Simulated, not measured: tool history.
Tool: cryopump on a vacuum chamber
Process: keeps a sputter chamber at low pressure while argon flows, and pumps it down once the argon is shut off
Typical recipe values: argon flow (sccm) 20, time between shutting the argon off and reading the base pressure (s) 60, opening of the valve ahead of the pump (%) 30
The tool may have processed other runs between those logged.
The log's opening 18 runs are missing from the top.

run	hour	argon flow (sccm)	time between shutting the argon off and reading the base pressure (s)	opening of the valve ahead of the pump (%)	hours of work since the pump was warmed up and emptied	hours of work since the cold head was overhauled	hours of work since the chamber's fittings were tightened	pressure while argon flows (Pa)	pressure after the wait (uPa)
19	1289.5	20	60	30	119	1223	881	0.0995	2.34
20	1337.5	21	60	30	159	1264	922	0.1065	2.45
21	1391.3	28	216	60	205	1309	968	0.0773	1.52
22	1458	28	216	60	261	1366	1024	0.08	1.66
23	1521.4	26	86	23	315	1419	1078	0.1773	2.32
# hour 1588.1: pump warmed up, emptied and cooled again
24	1597.6	9	72	35	8	1479	1138	0.0382	2.14
25	1682.9	15	297	30	80	1552	1210	0.075	1.42
26	1737	15	297	30	126	1597	1256	0.0747	1.52
27	1805.5	15	297	30	184	1655	1314	0.0767	1.67
28	1854.4	19	74	42	225	1697	1355	0.0727	2.58
29	1898.3	12	60	30	262	1734	1392	0.0628	2.9
30	1973.3	20	66	30	326	1797	1456	0.1074	2.95
# hour 2026.3: pump warmed up, emptied and cooled again
31	2033.3	8	142	35	6	1844	1502	0.0326	1.9
32	2122.2	9	39	30	81	1919	1578	0.0447	3.6
33	2183.4	9	39	16	133	1971	1629	0.0829	3.64

5 ways to go on from here, each from the tool as it stands after run 33. What would each give?
A	2226.4	18	177	30	169	2007	1666	?	?
B	2226.4	21	60	51	169	2007	1666	?	?
C	2226.4	9	110	16	169	2007	1666	?	?
D	2226.4	9	39	16	169	2007	1666	?	?
E	2226.4	11	39	16	169	2007	1666	?	?

run	pressure while argon flows (Pa)	pressure after the wait (uPa)
A	0.0912	2.14
B	0.0655	3
C	0.0838	2.45
D	0.0832	3.7
E	0.1025	3.85
The same runs, with their run-to-run variation unchanged, on a tool lacking any hidden condition would have given:
run	pressure while argon flows (Pa)	pressure after the wait (uPa)
A	0.0859	0.73
B	0.0594	1.58
C	0.0812	0.99
D	0.0806	2.28
E	0.0993	2.38

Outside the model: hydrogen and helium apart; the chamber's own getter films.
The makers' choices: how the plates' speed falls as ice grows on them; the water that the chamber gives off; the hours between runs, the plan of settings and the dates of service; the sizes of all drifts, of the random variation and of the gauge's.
